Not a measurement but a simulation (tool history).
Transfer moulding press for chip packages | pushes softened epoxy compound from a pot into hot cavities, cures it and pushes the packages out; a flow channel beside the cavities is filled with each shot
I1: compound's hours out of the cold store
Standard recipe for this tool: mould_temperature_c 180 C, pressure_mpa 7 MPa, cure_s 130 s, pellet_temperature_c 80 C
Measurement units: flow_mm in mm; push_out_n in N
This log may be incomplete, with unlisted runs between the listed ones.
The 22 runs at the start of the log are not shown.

Run 23, hour 197.6: usual settings but mould_temperature_c 188 C, pressure_mpa 7.49 MPa, cure_s 162 s, pellet_temperature_c 74 C; I1 41. Result: flow_mm 514 mm, push_out_n 241 N.
Run 24, hour 206: usual settings but pressure_mpa 6.9 MPa, cure_s 151 s; I1 46.6. Result: flow_mm 479 mm, push_out_n 282 N.
Run 25, hour 215.6: usual settings but cure_s 152 s, pellet_temperature_c 87 C; I1 30.8. Result: flow_mm 529 mm, push_out_n 300 N.
Run 26, hour 225.7: usual settings but pressure_mpa 7.26 MPa, cure_s 148 s, pellet_temperature_c 87 C; I1 16.1. Result: flow_mm 599 mm, push_out_n 314 N.
Run 27, hour 235.3: usual settings but mould_temperature_c 186 C, pressure_mpa 5.76 MPa, cure_s 124 s, pellet_temperature_c 78 C; I1 16.6. Result: flow_mm 520 mm, push_out_n 325 N.
At hour 238.4: cavities cleaned with cleaning compound and waxed.
Run 28, hour 247.2: usual settings but pressure_mpa 8.46 MPa, pellet_temperature_c 73 C; I1 32.4. Result: flow_mm 564 mm, push_out_n 220 N.
Run 29, hour 255.3: usual settings but pressure_mpa 8.44 MPa, cure_s 133 s, pellet_temperature_c 73 C; I1 17. Result: flow_mm 626 mm, push_out_n 247 N.
Run 30, hour 260.9: usual settings but pressure_mpa 7.19 MPa, cure_s 161 s; I1 29.2. Result: flow_mm 540 mm, push_out_n 245 N.

Predict each of these 3 candidate next runs independently; none follows another, all start after run 30:
Run A, hour 271.1: usual settings but pellet_temperature_c 70 C; I1 29.8. Result: flow_mm ?, push_out_n ?.
Run B, hour 271.1: usual settings but pressure_mpa 7.7 MPa; I1 38.9. Result: flow_mm ?, push_out_n ?.
Run C, hour 271.1: usual settings but mould_temperature_c 178 C, pressure_mpa 8.76 MPa, pellet_temperature_c 74 C; I1 41.1. Result: flow_mm ?, push_out_n ?.

run  flow_mm  push_out_n
  A      516         291
  B      520         291
  C      550         304
With the hidden condition removed and each run's random variation left untouched, the same runs would have given:
run  flow_mm  push_out_n
  A      527         185
  B      531         185
  C      561         194
